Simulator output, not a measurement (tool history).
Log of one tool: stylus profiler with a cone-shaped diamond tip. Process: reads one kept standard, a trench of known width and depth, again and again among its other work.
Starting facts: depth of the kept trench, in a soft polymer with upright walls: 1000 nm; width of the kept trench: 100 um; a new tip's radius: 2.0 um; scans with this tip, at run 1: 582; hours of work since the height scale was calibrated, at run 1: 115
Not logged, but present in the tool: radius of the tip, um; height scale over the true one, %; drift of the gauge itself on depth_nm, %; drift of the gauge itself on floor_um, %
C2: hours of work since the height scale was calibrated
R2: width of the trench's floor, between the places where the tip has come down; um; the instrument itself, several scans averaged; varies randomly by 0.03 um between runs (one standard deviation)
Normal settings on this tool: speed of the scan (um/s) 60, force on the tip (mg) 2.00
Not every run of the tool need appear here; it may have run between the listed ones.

run 1 hour=0.0 | speed_of_the_scan_(um/s)=60 force_on_the_tip_(mg)=2.00 | scans_with_this_tip=582 C2=115 | depth_of_the_trench_(nm)=1004.39 R2=96.32
run 2 hour=31.2 | speed_of_the_scan_(um/s)=60 force_on_the_tip_(mg)=2.00 | scans_with_this_tip=653 C2=128 | depth_of_the_trench_(nm)=1004.07 R2=96.34
run 3 hour=64.5 | speed_of_the_scan_(um/s)=60 force_on_the_tip_(mg)=2.00 | scans_with_this_tip=728 C2=143 | depth_of_the_trench_(nm)=1004.64 R2=96.32
run 4 hour=84.3 | speed_of_the_scan_(um/s)=60 force_on_the_tip_(mg)=2.00 | scans_with_this_tip=773 C2=152 | depth_of_the_trench_(nm)=1004.52 R2=96.36
run 5 hour=114.0 | speed_of_the_scan_(um/s)=60 force_on_the_tip_(mg)=2.00 | scans_with_this_tip=841 C2=165 | depth_of_the_trench_(nm)=1004.42 R2=96.31
run 6 hour=129.8 | speed_of_the_scan_(um/s)=60 force_on_the_tip_(mg)=2.00 | scans_with_this_tip=877 C2=172 | depth_of_the_trench_(nm)=1004.11 R2=96.23
run 7 hour=159.9 | speed_of_the_scan_(um/s)=60 force_on_the_tip_(mg)=3.33 | scans_with_this_tip=945 C2=186 | depth_of_the_trench_(nm)=1006.58 R2=96.27
run 8 hour=189.5 | speed_of_the_scan_(um/s)=37 force_on_the_tip_(mg)=3.33 | scans_with_this_tip=1012 C2=199 | depth_of_the_trench_(nm)=1006.50 R2=96.34
run 9 hour=221.2 | speed_of_the_scan_(um/s)=37 force_on_the_tip_(mg)=3.33 | scans_with_this_tip=1084 C2=213 | depth_of_the_trench_(nm)=1006.35 R2=96.30
run 10 hour=243.4 | speed_of_the_scan_(um/s)=37 force_on_the_tip_(mg)=3.33 | scans_with_this_tip=1134 C2=223 | depth_of_the_trench_(nm)=1006.45 R2=96.34
run 11 hour=257.8 | speed_of_the_scan_(um/s)=37 force_on_the_tip_(mg)=3.33 | scans_with_this_tip=1167 C2=230 | depth_of_the_trench_(nm)=1006.51 R2=96.33
run 12 hour=286.7 | speed_of_the_scan_(um/s)=37 force_on_the_tip_(mg)=3.33 | scans_with_this_tip=1232 C2=243 | depth_of_the_trench_(nm)=1006.59 R2=96.37
run 13 hour=311.9 | speed_of_the_scan_(um/s)=37 force_on_the_tip_(mg)=0.80 | scans_with_this_tip=1290 C2=254 | depth_of_the_trench_(nm)=1002.73 R2=96.21
run 14 hour=337.1 | speed_of_the_scan_(um/s)=176 force_on_the_tip_(mg)=0.80 | scans_with_this_tip=1347 C2=265 | depth_of_the_trench_(nm)=1002.58 R2=95.50
run 15 hour=356.7 | speed_of_the_scan_(um/s)=176 force_on_the_tip_(mg)=0.80 | scans_with_this_tip=1391 C2=274 | depth_of_the_trench_(nm)=1002.42 R2=95.45
run 16 hour=372.9 | speed_of_the_scan_(um/s)=176 force_on_the_tip_(mg)=0.80 | scans_with_this_tip=1428 C2=281 | depth_of_the_trench_(nm)=1002.60 R2=95.47
run 17 hour=398.5 | speed_of_the_scan_(um/s)=110 force_on_the_tip_(mg)=4.34 | scans_with_this_tip=1486 C2=292 | depth_of_the_trench_(nm)=1008.24 R2=96.22
run 18 hour=431.8 | speed_of_the_scan_(um/s)=23 force_on_the_tip_(mg)=1.02 | scans_with_this_tip=1561 C2=307 | depth_of_the_trench_(nm)=1003.09 R2=96.30
run 19 hour=445.5 | speed_of_the_scan_(um/s)=23 force_on_the_tip_(mg)=1.02 | scans_with_this_tip=1593 C2=313 | depth_of_the_trench_(nm)=1003.22 R2=96.31
run 20 hour=471.6 | speed_of_the_scan_(um/s)=52 force_on_the_tip_(mg)=2.00 | scans_with_this_tip=1652 C2=325 | depth_of_the_trench_(nm)=1004.98 R2=96.16
run 21 hour=498.1 | speed_of_the_scan_(um/s)=52 force_on_the_tip_(mg)=2.00 | scans_with_this_tip=1712 C2=337 | depth_of_the_trench_(nm)=1004.81 R2=96.24
run 22 hour=529.5 | speed_of_the_scan_(um/s)=52 force_on_the_tip_(mg)=2.00 | scans_with_this_tip=1783 C2=351 | depth_of_the_trench_(nm)=1005.05 R2=96.17
run 23 hour=550.3 | speed_of_the_scan_(um/s)=52 force_on_the_tip_(mg)=2.00 | scans_with_this_tip=1830 C2=360 | depth_of_the_trench_(nm)=1005.37 R2=96.12
run 24 hour=573.5 | speed_of_the_scan_(um/s)=16 force_on_the_tip_(mg)=4.19 | scans_with_this_tip=1883 C2=371 | depth_of_the_trench_(nm)=1007.89 R2=96.28
run 25 hour=604.4 | speed_of_the_scan_(um/s)=16 force_on_the_tip_(mg)=0.83 | scans_with_this_tip=1953 C2=384 | depth_of_the_trench_(nm)=1003.16 R2=96.26
run 26 hour=629.0 | speed_of_the_scan_(um/s)=16 force_on_the_tip_(mg)=0.83 | scans_with_this_tip=2009 C2=395 | depth_of_the_trench_(nm)=1003.35 R2=96.24
run 27 hour=659.5 | speed_of_the_scan_(um/s)=60 force_on_the_tip_(mg)=3.66 | scans_with_this_tip=2078 C2=409 | depth_of_the_trench_(nm)=1007.77 R2=96.19
run 28 hour=689.3 | speed_of_the_scan_(um/s)=23 force_on_the_tip_(mg)=4.29 | scans_with_this_tip=2146 C2=422 | depth_of_the_trench_(nm)=1008.67 R2=96.20
run 29 hour=708.2 | speed_of_the_scan_(um/s)=38 force_on_the_tip_(mg)=1.27 | scans_with_this_tip=2188 C2=431 | depth_of_the_trench_(nm)=1004.44 R2=96.15
run 30 hour=728.7 | speed_of_the_scan_(um/s)=96 force_on_the_tip_(mg)=1.77 | scans_with_this_tip=2235 C2=440 | depth_of_the_trench_(nm)=1004.75 R2=95.95
run 31 hour=743.6 | speed_of_the_scan_(um/s)=96 force_on_the_tip_(mg)=1.77 | scans_with_this_tip=2269 C2=446 | depth_of_the_trench_(nm)=1005.26 R2=95.92
run 32 hour=768.0 | speed_of_the_scan_(um/s)=43 force_on_the_tip_(mg)=0.81 | scans_with_this_tip=2324 C2=457 | depth_of_the_trench_(nm)=1003.30 R2=96.08

Consider 5 possible next runs. They are alternatives, not a sequence: every one starts from the tool as it was left by run 32. What does each give?
run A hour=788.3 | speed_of_the_scan_(um/s)=187 force_on_the_tip_(mg)=5.44 | scans_with_this_tip=2370 C2=466 | depth_of_the_trench_(nm)=? R2=?
run B hour=788.3 | speed_of_the_scan_(um/s)=53 force_on_the_tip_(mg)=0.81 | scans_with_this_tip=2370 C2=466 | depth_of_the_trench_(nm)=? R2=?
run C hour=788.3 | speed_of_the_scan_(um/s)=43 force_on_the_tip_(mg)=3.07 | scans_with_this_tip=2370 C2=466 | depth_of_the_trench_(nm)=? R2=?
run D hour=788.3 | speed_of_the_scan_(um/s)=181 force_on_the_tip_(mg)=1.45 | scans_with_this_tip=2370 C2=466 | depth_of_the_trench_(nm)=? R2=?
run E hour=788.3 | speed_of_the_scan_(um/s)=60 force_on_the_tip_(mg)=0.85 | scans_with_this_tip=2370 C2=466 | depth_of_the_trench_(nm)=? R2=?

run=A depth_of_the_trench_(nm)=1009.74 R2=95.91
run=B depth_of_the_trench_(nm)=1003.07 R2=96.04
run=C depth_of_the_trench_(nm)=1007.11 R2=96.17
run=D depth_of_the_trench_(nm)=1004.58 R2=95.63
run=E depth_of_the_trench_(nm)=1003.71 R2=95.93
Take away the tool's hidden state, keep each run's random variation, and the runs would have read:
run=A depth_of_the_trench_(nm)=1008.95 R2=96.18
run=B depth_of_the_trench_(nm)=1002.28 R2=96.31
run=C depth_of_the_trench_(nm)=1006.32 R2=96.44
run=D depth_of_the_trench_(nm)=1003.79 R2=95.90
run=E depth_of_the_trench_(nm)=1002.92 R2=96.21

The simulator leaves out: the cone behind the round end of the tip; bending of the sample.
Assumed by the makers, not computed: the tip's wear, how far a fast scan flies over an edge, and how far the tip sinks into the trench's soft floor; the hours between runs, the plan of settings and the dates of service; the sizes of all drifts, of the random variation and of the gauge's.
